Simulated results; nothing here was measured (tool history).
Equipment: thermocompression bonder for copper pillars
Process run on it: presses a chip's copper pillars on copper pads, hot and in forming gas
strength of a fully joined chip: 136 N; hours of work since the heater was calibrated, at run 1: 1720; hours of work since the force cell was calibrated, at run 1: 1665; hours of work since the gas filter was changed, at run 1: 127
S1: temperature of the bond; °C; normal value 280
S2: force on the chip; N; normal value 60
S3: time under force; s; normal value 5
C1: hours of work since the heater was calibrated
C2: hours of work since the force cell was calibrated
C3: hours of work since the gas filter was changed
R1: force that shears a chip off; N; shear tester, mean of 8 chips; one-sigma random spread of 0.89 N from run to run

Run 1, hour 0: usual settings; C1 1720; C2 1665; C3 127. Result: R1 91 N.
Run 2, hour 65.8: usual settings but S3 8 s; C1 1753; C2 1697; C3 159. Result: R1 100.5 N.
At hour 107.9: heater calibrated with a thermocouple chip.
Run 3, hour 140: usual settings but S3 8 s; C1 16; C2 1733; C3 195. Result: R1 93.8 N.
Run 4, hour 179.3: usual settings but S3 8 s; C1 36; C2 1753; C3 215. Result: R1 93.6 N.
Run 5, hour 220.2: usual settings; C1 56; C2 1773; C3 235. Result: R1 80.6 N.
At hour 247.4: forming gas filter changed.
At hour 261.1: force cell calibrated.
Run 6, hour 277.2: usual settings; C1 83; C2 8; C3 14. Result: R1 86.6 N.
Run 7, hour 359.8: usual settings; C1 125; C2 49; C3 55. Result: R1 87.4 N.
Run 8, hour 426.8: usual settings; C1 158; C2 83; C3 89. Result: R1 87.2 N.
Run 9, hour 496.6: usual settings; C1 193; C2 117; C3 124. Result: R1 86.3 N.
Run 10, hour 568: usual settings; C1 228; C2 153; C3 159. Result: R1 85.4 N.
Run 11, hour 650.2: usual settings; C1 269; C2 194; C3 200. Result: R1 84 N.
Run 12, hour 731.8: usual settings; C1 310; C2 235; C3 241. Result: R1 84.3 N.
At hour 745.7: forming gas filter changed.
Run 13, hour 794.1: usual settings; C1 341; C2 266; C3 24. Result: R1 89.6 N.
Run 14, hour 857: usual settings; C1 372; C2 297; C3 55. Result: R1 89.5 N.
Run 15, hour 907.7: usual settings; C1 398; C2 322; C3 81. Result: R1 88 N.
Run 16, hour 966.7: usual settings but S2 64 N; C1 427; C2 352; C3 110. Result: R1 89.1 N.
Run 17, hour 1037.7: usual settings but S2 64 N; C1 462; C2 387; C3 146. Result: R1 89.9 N.
Run 18, hour 1076.3: usual settings but S2 64 N; C1 482; C2 406; C3 165. Result: R1 87.5 N.
Run 19, hour 1142.4: usual settings; C1 515; C2 439; C3 198. Result: R1 87.5 N.
Run 20, hour 1224.5: usual settings; C1 555; C2 480; C3 239. Result: R1 84 N.
At hour 1244.3: forming gas filter changed.
Run 21, hour 1298.8: usual settings but S1 303 °C, S2 63 N; C1 592; C2 517; C3 27. Result: R1 108.9 N.
Run 22, hour 1367.7: usual settings but S1 299 °C, S2 65 N, S3 3 s; C1 627; C2 551; C3 62. Result: R1 94 N.
Run 23, hour 1434.7: usual settings but S1 269 °C, S2 48 N; C1 660; C2 585; C3 95. Result: R1 70.3 N.
Run 24, hour 1500.5: usual settings but S1 284 °C; C1 693; C2 617; C3 128. Result: R1 93 N.
Run 25, hour 1562.2: usual settings but S1 255 °C, S2 58 N, S3 3 s; C1 724; C2 648; C3 159. Result: R1 54.2 N.
Run 26, hour 1597: usual settings but S1 255 °C, S2 52 N, S3 6 s; C1 741; C2 666; C3 176. Result: R1 65.1 N.
Run 27, hour 1647.9: usual settings but S1 290 °C, S2 63 N, S3 4 s; C1 766; C2 691; C3 201. Result: R1 90.7 N.
Run 28, hour 1686.7: usual settings but S3 8 s; C1 786; C2 710; C3 221. Result: R1 96.5 N.
Run 29, hour 1731.9: usual settings but S3 8 s; C1 808; C2 733; C3 243. Result: R1 96.4 N.
At hour 1742.1: forming gas filter changed.
Run 30, hour 1807.4: usual settings but S1 287 °C, S3 6 s; C1 846; C2 770; C3 33. Result: R1 100.4 N.
Run 31, hour 1866.3: usual settings but S1 251 °C, S2 45 N; C1 875; C2 800; C3 62. Result: R1 57.3 N.
Run 32, hour 1908.9: usual settings but S1 256 °C, S3 14 s; C1 896; C2 821; C3 83. Result: R1 96 N.
Run 33, hour 1947.8: usual settings but S1 256 °C, S3 14 s; C1 916; C2 840; C3 103. Result: R1 96 N.
Run 34, hour 2025.9: usual settings but S1 297 °C, S3 14 s; C1 955; C2 879; C3 141. Result: R1 119.7 N.
Run 35, hour 2080.9: usual settings but S2 84 N, S3 4 s; C1 982; C2 907; C3 169. Result: R1 95.2 N.
Run 36, hour 2120.3: usual settings but S1 284 °C, S2 37 N, S3 12 s; C1 1002; C2 926; C3 189. Result: R1 94 N.
Run 37, hour 2205.5: usual settings but S2 89 N, S3 3 s; C1 1044; C2 969; C3 231. Result: R1 88.5 N.
At hour 2239.3: forming gas filter changed.
Run 38, hour 2257.6: usual settings but S1 285 °C, S2 74 N; C1 1070; C2 994; C3 9. Result: R1 104.8 N.
Run 39, hour 2308.1: usual settings but S1 285 °C, S2 38 N, S3 14 s; C1 1095; C2 1020; C3 34. Result: R1 102.5 N.
Run 40, hour 2361.6: usual settings but S1 254 °C, S2 39 N, S3 4 s; C1 1122; C2 1046; C3 61. Result: R1 51.4 N.

Below are 3 alternative next runs, each starting from the tool's condition after run 40. Predict each:
Run A, hour 2406.9: usual settings but S2 80 N; C1 1144; C2 1069; C3 84. Result: R1 ?.
Run B, hour 2406.9: usual settings but S1 278 °C, S2 39 N, S3 4 s; C1 1144; C2 1069; C3 84. Result: R1 ?.
Run C, hour 2406.9: usual settings but S1 269 °C, S2 51 N, S3 9 s; C1 1144; C2 1069; C3 84. Result: R1 ?.

run     R1
  A  100.8
  B   68.4
  C   90.4
What these runs would have given with no unlogged condition in the tool:
run    R1
  A  98.6
  B  65.2
  C  87.3
